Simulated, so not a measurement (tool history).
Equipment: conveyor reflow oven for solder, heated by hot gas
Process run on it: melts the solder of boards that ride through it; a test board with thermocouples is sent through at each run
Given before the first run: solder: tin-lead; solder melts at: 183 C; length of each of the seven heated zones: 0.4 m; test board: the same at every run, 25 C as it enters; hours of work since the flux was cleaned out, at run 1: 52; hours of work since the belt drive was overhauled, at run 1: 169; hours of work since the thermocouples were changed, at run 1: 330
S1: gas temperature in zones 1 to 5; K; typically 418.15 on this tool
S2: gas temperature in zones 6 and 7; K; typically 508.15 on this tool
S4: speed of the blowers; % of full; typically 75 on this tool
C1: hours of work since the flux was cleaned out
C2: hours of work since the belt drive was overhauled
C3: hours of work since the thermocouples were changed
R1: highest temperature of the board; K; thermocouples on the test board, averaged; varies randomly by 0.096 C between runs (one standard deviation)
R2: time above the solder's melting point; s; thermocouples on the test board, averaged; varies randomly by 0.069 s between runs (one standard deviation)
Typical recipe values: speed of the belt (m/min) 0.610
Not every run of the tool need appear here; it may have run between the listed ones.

run 1 hour=0.0 | S1=418.15 S2=508.15 speed_of_the_belt_(m/min)=0.610 S4=75 | C1=52 C2=169 C3=330 | R1=495.04 R2=66.00
run 2 hour=8.8 | S1=418.15 S2=508.15 speed_of_the_belt_(m/min)=0.610 S4=75 | C1=57 C2=174 C3=335 | R1=494.93 R2=65.95
run 3 hour=20.8 | S1=418.15 S2=508.15 speed_of_the_belt_(m/min)=0.610 S4=75 | C1=63 C2=180 C3=341 | R1=494.72 R2=65.99
run 4 hour=27.6 | S1=418.15 S2=508.15 speed_of_the_belt_(m/min)=0.623 S4=75 | C1=67 C2=184 C3=345 | R1=494.38 R2=64.12
run 5 hour=43.1 | S1=416.15 S2=508.15 speed_of_the_belt_(m/min)=0.623 S4=75 | C1=75 C2=192 C3=353 | R1=494.14 R2=63.00
run 6 hour=50.4 | S1=416.15 S2=508.15 speed_of_the_belt_(m/min)=0.623 S4=75 | C1=79 C2=196 C3=357 | R1=494.16 R2=63.26
run 7 hour=57.7 | S1=416.15 S2=508.15 speed_of_the_belt_(m/min)=0.623 S4=75 | C1=83 C2=200 C3=361 | R1=494.09 R2=63.06
run 8 hour=69.8 | S1=416.15 S2=508.15 speed_of_the_belt_(m/min)=0.623 S4=75 | C1=89 C2=206 C3=367 | R1=494.05 R2=63.13
run 9 hour=81.4 | S1=418.15 S2=508.15 speed_of_the_belt_(m/min)=0.610 S4=58 | C1=95 C2=212 C3=373 | R1=491.80 R2=62.93
run 10 hour=93.6 | S1=418.15 S2=508.15 speed_of_the_belt_(m/min)=0.610 S4=58 | C1=102 C2=219 C3=380 | R1=491.71 R2=63.02
run 11 hour=107.1 | S1=418.15 S2=509.15 speed_of_the_belt_(m/min)=0.610 S4=75 | C1=109 C2=226 C3=387 | R1=495.59 R2=66.40
run 12 hour=122.9 | S1=418.15 S2=507.15 speed_of_the_belt_(m/min)=0.610 S4=75 | C1=117 C2=234 C3=395 | R1=494.00 R2=65.11
run 13 hour=133.1 | S1=418.15 S2=497.15 speed_of_the_belt_(m/min)=0.610 S4=75 | C1=123 C2=240 C3=401 | R1=484.88 R2=58.75
run 14 hour=145.6 | S1=418.15 S2=497.15 speed_of_the_belt_(m/min)=0.610 S4=75 | C1=130 C2=247 C3=407 | R1=484.92 R2=58.73
run 15 hour=157.5 | S1=425.15 S2=497.15 speed_of_the_belt_(m/min)=0.610 S4=75 | C1=136 C2=253 C3=413 | R1=485.67 R2=62.66
run 16 hour=164.2 | S1=418.15 S2=499.15 speed_of_the_belt_(m/min)=0.610 S4=75 | C1=139 C2=256 C3=417 | R1=486.58 R2=59.97
run 17 hour=177.7 | S1=418.15 S2=499.15 speed_of_the_belt_(m/min)=0.610 S4=75 | C1=147 C2=264 C3=424 | R1=486.51 R2=60.04
run 18 hour=189.3 | S1=418.15 S2=499.15 speed_of_the_belt_(m/min)=0.610 S4=75 | C1=153 C2=270 C3=430 | R1=486.55 R2=59.93
run 19 hour=197.0 | S1=418.15 S2=503.15 speed_of_the_belt_(m/min)=0.610 S4=51 | C1=157 C2=274 C3=434 | R1=485.53 R2=57.62
run 20 hour=204.3 | S1=418.15 S2=503.15 speed_of_the_belt_(m/min)=0.610 S4=51 | C1=161 C2=278 C3=438 | R1=485.50 R2=57.46
run 21 hour=216.1 | S1=418.15 S2=503.15 speed_of_the_belt_(m/min)=0.610 S4=51 | C1=167 C2=284 C3=445 | R1=485.50 R2=57.57
run 22 hour=228.6 | S1=432.15 S2=498.15 speed_of_the_belt_(m/min)=0.534 S4=68 | C1=174 C2=291 C3=451 | R1=489.23 R2=79.02
run 23 hour=243.1 | S1=418.15 S2=499.15 speed_of_the_belt_(m/min)=0.610 S4=75 | C1=181 C2=298 C3=459 | R1=486.48 R2=59.88
run 24 hour=256.3 | S1=418.15 S2=499.15 speed_of_the_belt_(m/min)=0.610 S4=75 | C1=188 C2=305 C3=466 | R1=486.36 R2=59.96
run 25 hour=269.4 | S1=418.15 S2=508.15 speed_of_the_belt_(m/min)=0.610 S4=74 | C1=195 C2=312 C3=473 | R1=494.09 R2=65.53
run 26 hour=278.1 | S1=420.15 S2=516.15 speed_of_the_belt_(m/min)=0.610 S4=75 | C1=200 C2=317 C3=477 | R1=501.77 R2=70.78
run 27 hour=287.5 | S1=429.15 S2=503.15 speed_of_the_belt_(m/min)=0.627 S4=87 | C1=205 C2=322 C3=482 | R1=492.35 R2=67.39
run 28 hour=302.0 | S1=429.15 S2=503.15 speed_of_the_belt_(m/min)=0.627 S4=87 | C1=212 C2=329 C3=490 | R1=492.27 R2=67.33
run 29 hour=312.3 | S1=418.15 S2=508.15 speed_of_the_belt_(m/min)=0.610 S4=70 | C1=218 C2=335 C3=496 | R1=493.39 R2=64.79
run 30 hour=321.7 | S1=418.15 S2=508.15 speed_of_the_belt_(m/min)=0.610 S4=70 | C1=223 C2=340 C3=501 | R1=493.39 R2=64.71
run 31 hour=336.6 | S1=428.15 S2=521.15 speed_of_the_belt_(m/min)=0.610 S4=75 | C1=231 C2=348 C3=508 | R1=507.44 R2=76.53
run 32 hour=350.7 | S1=431.15 S2=496.15 speed_of_the_belt_(m/min)=0.610 S4=75 | C1=238 C2=355 C3=516 | R1=485.42 R2=65.35

Predict each of these 3 candidate next runs independently; none follows another, all start after run 32:
run A hour=358.8 | S1=420.15 S2=508.15 speed_of_the_belt_(m/min)=0.677 S4=75 | C1=243 C2=360 C3=520 | R1=? R2=?
run B hour=358.8 | S1=404.15 S2=521.15 speed_of_the_belt_(m/min)=0.610 S4=75 | C1=243 C2=360 C3=520 | R1=? R2=?
run C hour=358.8 | S1=433.15 S2=496.15 speed_of_the_belt_(m/min)=0.647 S4=75 | C1=243 C2=360 C3=520 | R1=? R2=?

run=A R1=491.82 R2=57.54
run=B R1=504.05 R2=66.64
run=C R1=484.49 R2=61.65
Take away the tool's hidden state, keep each run's random variation, and the runs would have read:
run=A R1=494.20 R2=58.75
run=B R1=506.59 R2=67.61
run=C R1=486.68 R2=62.95
